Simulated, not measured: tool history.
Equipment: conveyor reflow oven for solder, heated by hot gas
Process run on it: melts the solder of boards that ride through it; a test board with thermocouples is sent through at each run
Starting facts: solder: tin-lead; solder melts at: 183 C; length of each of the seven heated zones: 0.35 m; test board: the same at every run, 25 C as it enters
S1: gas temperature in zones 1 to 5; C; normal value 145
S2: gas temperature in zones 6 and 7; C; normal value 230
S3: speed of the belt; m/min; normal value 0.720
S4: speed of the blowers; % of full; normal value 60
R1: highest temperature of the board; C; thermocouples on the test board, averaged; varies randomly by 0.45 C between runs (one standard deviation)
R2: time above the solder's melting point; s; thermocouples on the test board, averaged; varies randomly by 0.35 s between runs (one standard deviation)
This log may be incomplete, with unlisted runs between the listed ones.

{"run": 1, "hour": 0.0, "S1": 145, "S2": 230, "S3": 0.72, "S4": 60, "R1": 210.9, "R2": 41.2}
{"run": 2, "hour": 61.9, "S1": 145, "S2": 230, "S3": 0.633, "S4": 60, "R1": 214.0, "R2": 49.8}
{"run": 3, "hour": 107.0, "S1": 145, "S2": 230, "S3": 0.633, "S4": 60, "R1": 214.6, "R2": 50.1}
{"hour": 149.7, "done": "flux residue cleaned out of gas plates and filters"}
{"run": 4, "hour": 190.4, "S1": 145, "S2": 230, "S3": 0.72, "S4": 60, "R1": 212.6, "R2": 43.4}
{"run": 5, "hour": 255.2, "S1": 145, "S2": 230, "S3": 0.72, "S4": 60, "R1": 213.2, "R2": 42.7}
{"run": 6, "hour": 323.6, "S1": 145, "S2": 230, "S3": 0.72, "S4": 60, "R1": 212.1, "R2": 42.5}
{"run": 7, "hour": 380.2, "S1": 145, "S2": 230, "S3": 0.72, "S4": 60, "R1": 212.1, "R2": 42.5}
{"run": 8, "hour": 419.1, "S1": 145, "S2": 230, "S3": 0.801, "S4": 60, "R1": 208.6, "R2": 35.5}
{"run": 9, "hour": 490.5, "S1": 143, "S2": 230, "S3": 0.72, "S4": 60, "R1": 211.3, "R2": 40.4}
{"run": 10, "hour": 539.2, "S1": 143, "S2": 230, "S3": 0.72, "S4": 60, "R1": 211.4, "R2": 41.4}
{"run": 11, "hour": 611.0, "S1": 143, "S2": 230, "S3": 0.72, "S4": 60, "R1": 211.4, "R2": 40.3}
{"run": 12, "hour": 665.4, "S1": 143, "S2": 230, "S3": 0.72, "S4": 60, "R1": 210.5, "R2": 39.6}
{"run": 13, "hour": 709.4, "S1": 134, "S2": 230, "S3": 0.72, "S4": 60, "R1": 208.8, "R2": 35.6}
{"run": 14, "hour": 745.7, "S1": 151, "S2": 230, "S3": 0.654, "S4": 51, "R1": 212.2, "R2": 48.7}
{"run": 15, "hour": 778.7, "S1": 151, "S2": 230, "S3": 0.711, "S4": 51, "R1": 210.3, "R2": 42.4}
{"run": 16, "hour": 838.3, "S1": 151, "S2": 230, "S3": 0.819, "S4": 51, "R1": 204.3, "R2": 31.7}
{"run": 17, "hour": 886.3, "S1": 145, "S2": 230, "S3": 0.72, "S4": 61, "R1": 209.5, "R2": 41.0}
{"run": 18, "hour": 954.7, "S1": 145, "S2": 230, "S3": 0.72, "S4": 81, "R1": 213.9, "R2": 44.0}
{"hour": 997.4, "done": "flux residue cleaned out of gas plates and filters"}
{"run": 19, "hour": 1030.9, "S1": 145, "S2": 237, "S3": 0.747, "S4": 60, "R1": 217.3, "R2": 44.3}
{"run": 20, "hour": 1099.5, "S1": 145, "S2": 237, "S3": 0.747, "S4": 60, "R1": 216.6, "R2": 43.9}
{"run": 21, "hour": 1148.4, "S1": 154, "S2": 239, "S3": 0.779, "S4": 88, "R1": 225.4, "R2": 48.9}
{"run": 22, "hour": 1190.8, "S1": 154, "S2": 244, "S3": 0.779, "S4": 88, "R1": 228.5, "R2": 51.2}

Branching from run 22: 3 alternative next runs. What would each branch give?
{"run": "A", "hour": 1268.1, "S1": 154, "S2": 244, "S3": 0.779, "S4": 86, "R1": "?", "R2": "?"}
{"run": "B", "hour": 1268.1, "S1": 145, "S2": 229, "S3": 0.72, "S4": 60, "R1": "?", "R2": "?"}
{"run": "C", "hour": 1268.1, "S1": 154, "S2": 241, "S3": 0.622, "S4": 88, "R1": "?", "R2": "?"}

run=A R1=228.0 R2=50.4
run=B R1=210.8 R2=40.9
run=C R1=230.2 R2=64.8
Take away the tool's hidden state, keep each run's random variation, and the runs would have read:
run=A R1=231.5 R2=51.0
run=B R1=213.9 R2=42.6
run=C R1=233.5 R2=65.2
